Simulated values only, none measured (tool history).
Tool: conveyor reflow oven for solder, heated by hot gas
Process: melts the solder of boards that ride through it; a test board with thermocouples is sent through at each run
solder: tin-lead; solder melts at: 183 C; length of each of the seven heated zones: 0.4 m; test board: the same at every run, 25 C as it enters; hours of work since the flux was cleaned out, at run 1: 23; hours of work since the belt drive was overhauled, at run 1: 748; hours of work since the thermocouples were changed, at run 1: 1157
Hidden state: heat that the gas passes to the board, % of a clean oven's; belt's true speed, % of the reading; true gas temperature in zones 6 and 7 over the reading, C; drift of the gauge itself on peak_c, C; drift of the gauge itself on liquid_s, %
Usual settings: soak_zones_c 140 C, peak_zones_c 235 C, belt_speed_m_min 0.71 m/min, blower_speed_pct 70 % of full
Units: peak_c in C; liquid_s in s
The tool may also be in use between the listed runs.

run,hour,soak_zones_c,peak_zones_c,belt_speed_m_min,blower_speed_pct,hours of work since the flux was cleaned out,hours of work since the belt drive was overhauled,hours of work since the thermocouples were changed,peak_c,liquid_s
1,0,140,235,0.71,70,23,748,1157,217.3,51.2
2,41.3,140,235,0.71,53,47,773,1182,209.3,43.5
3,92.7,140,235,0.71,76,78,804,1212,219.2,52.6
4,145.6,140,235,0.71,76,110,836,1244,218.9,52.6
5,188.5,140,235,0.71,70,136,861,1270,217.1,51
6,249.8,140,235,0.71,70,172,898,1307,216.7,51.1
7,285.1,140,235,0.778,70,194,919,1328,213.1,43.6
8,351,140,235,0.778,70,233,959,1367,213.3,43.1
# hour 361.4: flux residue cleaned out of gas plates and filters
# hour 363.4: thermocouples of zones 6 and 7 changed
9,420.3,140,235,0.652,70,34,996,34,217.2,56.6
10,491.5,140,235,0.652,70,77,1039,77,217.1,56.3
11,551.8,140,235,0.652,70,113,1075,113,217.2,56.1
12,608.3,140,225,0.71,70,147,1109,147,206,41.3
13,675.1,140,225,0.71,58,187,1149,187,201.3,35.3
# hour 716.1: flux residue cleaned out of gas plates and filters, once more
14,748.1,140,235,0.71,63,19,1190,228,213.3,48.1
15,782.9,140,249,0.71,70,40,1211,249,227.8,58.3
16,853.5,141,249,0.71,54,82,1253,291,220.2,53.4
17,924.6,135,228,0.613,58,125,1296,334,209.7,51.2
18,960.3,135,228,0.613,58,146,1317,355,209.8,51.1
19,1010.8,140,238,0.676,58,177,1347,385,215.1,52.2
20,1064.4,140,240,0.644,57,209,1379,417,218.2,57.8
21,1100.6,140,248,0.71,60,231,1401,439,222,54.7
22,1153.7,142,246,0.833,74,262,1433,471,219.8,45.9
23,1219.1,142,246,0.833,74,302,1472,510,219.7,45.7
24,1262.3,142,246,0.833,74,328,1498,536,219.3,45.6
25,1298.6,142,246,0.833,74,349,1520,558,219.6,45.7
26,1359.8,140,245,0.71,89,386,1557,595,229.4,59.6
# hour 1370.8: flux residue cleaned out of gas plates and filters
27,1399.7,140,245,0.71,89,17,1577,616,231,60.7
28,1472.9,138,235,0.71,70,61,1621,659,216.1,50.8
29,1537.7,140,235,0.71,55,100,1660,698,210.6,45.2
30,1585.8,137,248,0.644,83,129,1689,727,234.7,68

Some steps in peak_c between neighbouring runs. How much of each would the tool show without its hidden state too (settings, what came in, random variation), and how much is left for the hidden state, with any gauge scatter that isn't in both results?
Run 8 -> 9: belt_speed_m_min 0.778 -> 0.652, flux residue cleaned out of gas plates and filters, thermocouples of zones 6 and 7 changed. peak_c +3.9 C: hidden state -2.2, all else +6.1.
Run 13 -> 14: peak_zones_c 225 -> 235, blower_speed_pct 58 -> 63, flux residue cleaned out of gas plates and filters, once more. peak_c +12 C: hidden state +2, all else +10.
Run 14 -> 15: peak_zones_c 235 -> 249, blower_speed_pct 63 -> 70. peak_c +14.5 C: hidden state -0.1, all else +14.6.
Run 26 -> 27: flux residue cleaned out of gas plates and filters. peak_c +1.6 C: hidden state +2, all else -0.4.
Run 27 -> 28: soak_zones_c 140 -> 138, peak_zones_c 245 -> 235, blower_speed_pct 89 -> 70. peak_c -14.9 C: hidden state -0.1, all else -14.8.
Run 29 -> 30: soak_zones_c 140 -> 137, peak_zones_c 235 -> 248, belt_speed_m_min 0.71 -> 0.644, blower_speed_pct 55 -> 83. peak_c +24.1 C: hidden state -0.2, all else +24.3.

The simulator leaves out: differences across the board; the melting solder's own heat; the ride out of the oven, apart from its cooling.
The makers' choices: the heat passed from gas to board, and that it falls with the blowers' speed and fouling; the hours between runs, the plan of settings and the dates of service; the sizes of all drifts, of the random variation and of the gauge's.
